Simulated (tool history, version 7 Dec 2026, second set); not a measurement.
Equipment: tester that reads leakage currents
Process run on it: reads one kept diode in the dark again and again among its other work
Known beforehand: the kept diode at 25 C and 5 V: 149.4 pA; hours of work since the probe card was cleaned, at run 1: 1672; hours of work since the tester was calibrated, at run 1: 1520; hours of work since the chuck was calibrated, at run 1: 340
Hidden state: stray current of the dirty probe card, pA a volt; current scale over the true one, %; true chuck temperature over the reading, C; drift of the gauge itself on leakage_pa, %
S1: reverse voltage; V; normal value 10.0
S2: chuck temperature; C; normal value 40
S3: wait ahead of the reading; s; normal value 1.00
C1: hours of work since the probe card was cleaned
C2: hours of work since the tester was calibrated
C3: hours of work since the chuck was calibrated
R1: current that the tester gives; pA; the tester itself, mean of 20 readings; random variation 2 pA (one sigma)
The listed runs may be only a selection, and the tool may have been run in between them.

run,hour,S1,S2,S3,C1,C2,C3,R1
1,0.0,10.0,40,1.00,1672,1520,340,661.86
2,179.4,10.0,40,1.00,1783,1632,451,660.19
# hour 218.2: probe card cleaned and baked
3,275.6,10.0,55,1.00,36,1690,509,2001.54
4,372.9,10.0,55,0.83,96,1750,570,2008.15
5,481.9,10.0,55,0.83,164,1818,637,1988.84
6,584.5,10.0,55,0.83,228,1882,701,2008.62
# hour 615.7: chuck's temperature calibrated
7,764.8,10.0,55,0.83,339,1992,93,1996.76
8,937.4,17.5,40,1.00,446,2100,200,817.90
9,1070.0,17.5,40,1.00,528,2182,282,821.48
10,1151.3,17.5,40,1.00,579,2233,333,821.02
11,1325.6,17.5,40,1.00,687,2341,441,817.60
12,1479.1,10.0,40,8.03,783,2437,537,658.42
13,1593.6,10.0,40,8.03,854,2508,608,658.06
14,1674.1,3.1,40,1.00,904,2558,658,424.94
# hour 1780.6: chuck's temperature calibrated
15,1849.1,10.0,40,1.00,1011,2665,43,664.31
16,1955.8,7.3,40,1.00,1078,2732,109,588.82
17,2043.2,7.3,40,1.00,1132,2786,163,589.64
18,2220.6,10.0,40,1.00,1242,2896,274,662.02
19,2369.0,10.0,40,1.00,1335,2988,366,663.74
20,2550.5,2.6,21,7.53,1448,3101,479,82.63
21,2685.0,8.4,58,7.53,1531,3185,562,2312.95
22,2813.8,8.4,58,7.53,1611,3265,642,2308.39
# hour 2939.7: chuck's temperature calibrated
23,2958.3,8.4,58,7.53,1700,3354,12,2322.69
24,3038.0,8.4,27,3.47,1749,3403,61,216.98
25,3122.2,5.1,27,4.98,1802,3456,113,179.21
# hour 3137.6: probe card cleaned and baked
26,3242.0,5.1,27,4.98,65,3528,186,179.10
27,3334.8,5.1,49,0.36,123,3586,244,1017.13
28,3409.9,10.0,21,0.76,169,3632,290,142.10
29,3485.5,1.2,40,1.00,216,3679,337,296.69
30,3569.6,1.8,50,0.33,269,3732,390,734.69
31,3645.0,1.8,50,0.33,315,3779,437,733.87
32,3786.4,3.8,44,1.05,403,3867,525,622.96
33,3884.6,1.9,41,1.24,464,3928,586,381.66
34,4039.2,1.9,41,0.79,560,4024,682,379.72
# hour 4108.8: chuck's temperature calibrated
35,4182.5,1.9,41,0.79,648,4112,46,381.82
36,4319.5,8.0,34,4.96,734,4197,131,375.83
37,4434.3,8.0,34,4.96,805,4268,202,378.39
38,4511.8,8.0,34,4.96,853,4316,251,376.85

Each row is a separate what-if for the run after 38, all from the same tool condition, not one after another. Results?
A,4645.4,11.3,53,3.58,936,4399,334,?
B,4645.4,8.0,27,5.56,936,4399,334,?
C,4645.4,8.0,29,4.96,936,4399,334,?

run,R1
A,1821.26
B,210.96
C,250.03
Stripped of hidden state, with their random variation kept, the same runs would have yielded:
run,R1
A,1822.64
B,211.09
C,250.19
